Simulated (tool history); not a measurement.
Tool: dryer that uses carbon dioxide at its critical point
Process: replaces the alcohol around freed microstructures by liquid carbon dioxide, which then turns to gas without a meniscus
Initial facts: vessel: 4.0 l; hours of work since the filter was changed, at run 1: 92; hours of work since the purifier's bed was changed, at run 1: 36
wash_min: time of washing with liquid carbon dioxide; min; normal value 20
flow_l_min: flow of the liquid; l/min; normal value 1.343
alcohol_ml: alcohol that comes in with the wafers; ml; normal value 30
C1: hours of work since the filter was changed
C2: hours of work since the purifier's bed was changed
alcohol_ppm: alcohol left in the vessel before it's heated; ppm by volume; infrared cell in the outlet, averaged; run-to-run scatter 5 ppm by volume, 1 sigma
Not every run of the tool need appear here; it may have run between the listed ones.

run 1 hour=0.0 | wash_min=20 flow_l_min=1.343 alcohol_ml=30 | C1=92 C2=36 | alcohol_ppm=29
run 2 hour=23.1 | wash_min=20 flow_l_min=1.343 alcohol_ml=57 | C1=108 C2=51 | alcohol_ppm=48
run 3 hour=61.5 | wash_min=20 flow_l_min=1.343 alcohol_ml=57 | C1=134 C2=78 | alcohol_ppm=67
run 4 hour=97.2 | wash_min=20 flow_l_min=1.343 alcohol_ml=57 | C1=159 C2=102 | alcohol_ppm=75
run 5 hour=130.7 | wash_min=20 flow_l_min=1.343 alcohol_ml=46 | C1=181 C2=125 | alcohol_ppm=78
run 6 hour=170.5 | wash_min=20 flow_l_min=1.343 alcohol_ml=46 | C1=209 C2=153 | alcohol_ppm=87
-- hour=195.5 inlet filter changed
run 7 hour=207.5 | wash_min=19 flow_l_min=1.343 alcohol_ml=46 | C1=8 C2=177 | alcohol_ppm=104
run 8 hour=249.9 | wash_min=19 flow_l_min=1.343 alcohol_ml=46 | C1=37 C2=206 | alcohol_ppm=111
run 9 hour=304.4 | wash_min=19 flow_l_min=1.343 alcohol_ml=46 | C1=75 C2=244 | alcohol_ppm=121
run 10 hour=331.6 | wash_min=19 flow_l_min=1.343 alcohol_ml=46 | C1=93 C2=263 | alcohol_ppm=131
run 11 hour=357.7 | wash_min=20 flow_l_min=1.343 alcohol_ml=30 | C1=111 C2=280 | alcohol_ppm=127
run 12 hour=404.5 | wash_min=20 flow_l_min=1.343 alcohol_ml=30 | C1=143 C2=313 | alcohol_ppm=139
run 13 hour=432.9 | wash_min=14 flow_l_min=2.160 alcohol_ml=50 | C1=163 C2=332 | alcohol_ppm=150
run 14 hour=470.0 | wash_min=16 flow_l_min=1.980 alcohol_ml=38 | C1=188 C2=357 | alcohol_ppm=153
run 15 hour=495.2 | wash_min=19 flow_l_min=1.020 alcohol_ml=65 | C1=206 C2=375 | alcohol_ppm=350
-- hour=525.8 inlet filter changed
run 16 hour=534.7 | wash_min=21 flow_l_min=1.020 alcohol_ml=44 | C1=6 C2=401 | alcohol_ppm=228
run 17 hour=558.0 | wash_min=21 flow_l_min=1.020 alcohol_ml=44 | C1=22 C2=417 | alcohol_ppm=228
run 18 hour=589.8 | wash_min=31 flow_l_min=1.300 alcohol_ml=120 | C1=44 C2=439 | alcohol_ppm=170
run 19 hour=621.6 | wash_min=31 flow_l_min=1.300 alcohol_ml=120 | C1=66 C2=461 | alcohol_ppm=182
run 20 hour=654.0 | wash_min=31 flow_l_min=2.160 alcohol_ml=120 | C1=88 C2=483 | alcohol_ppm=195
run 21 hour=686.1 | wash_min=31 flow_l_min=1.070 alcohol_ml=33 | C1=110 C2=505 | alcohol_ppm=196
run 22 hour=711.1 | wash_min=27 flow_l_min=1.343 alcohol_ml=24 | C1=127 C2=522 | alcohol_ppm=207
run 23 hour=750.0 | wash_min=19 flow_l_min=1.420 alcohol_ml=68 | C1=154 C2=549 | alcohol_ppm=243

Predict each of these 4 candidate next runs independently; none follows another, all start after run 23:
run A hour=795.6 | wash_min=20 flow_l_min=1.343 alcohol_ml=74 | C1=185 C2=580 | alcohol_ppm=?
run B hour=795.6 | wash_min=23 flow_l_min=1.880 alcohol_ml=120 | C1=185 C2=580 | alcohol_ppm=?
run C hour=795.6 | wash_min=16 flow_l_min=1.420 alcohol_ml=55 | C1=185 C2=580 | alcohol_ppm=?
run D hour=795.6 | wash_min=15 flow_l_min=2.250 alcohol_ml=32 | C1=185 C2=580 | alcohol_ppm=?

run=A alcohol_ppm=264
run=B alcohol_ppm=219
run=C alcohol_ppm=302
run=D alcohol_ppm=234
With no hidden state in the tool, these same runs would have given:
run=A alcohol_ppm=29
run=B alcohol_ppm=4
run=C alcohol_ppm=64
run=D alcohol_ppm=14
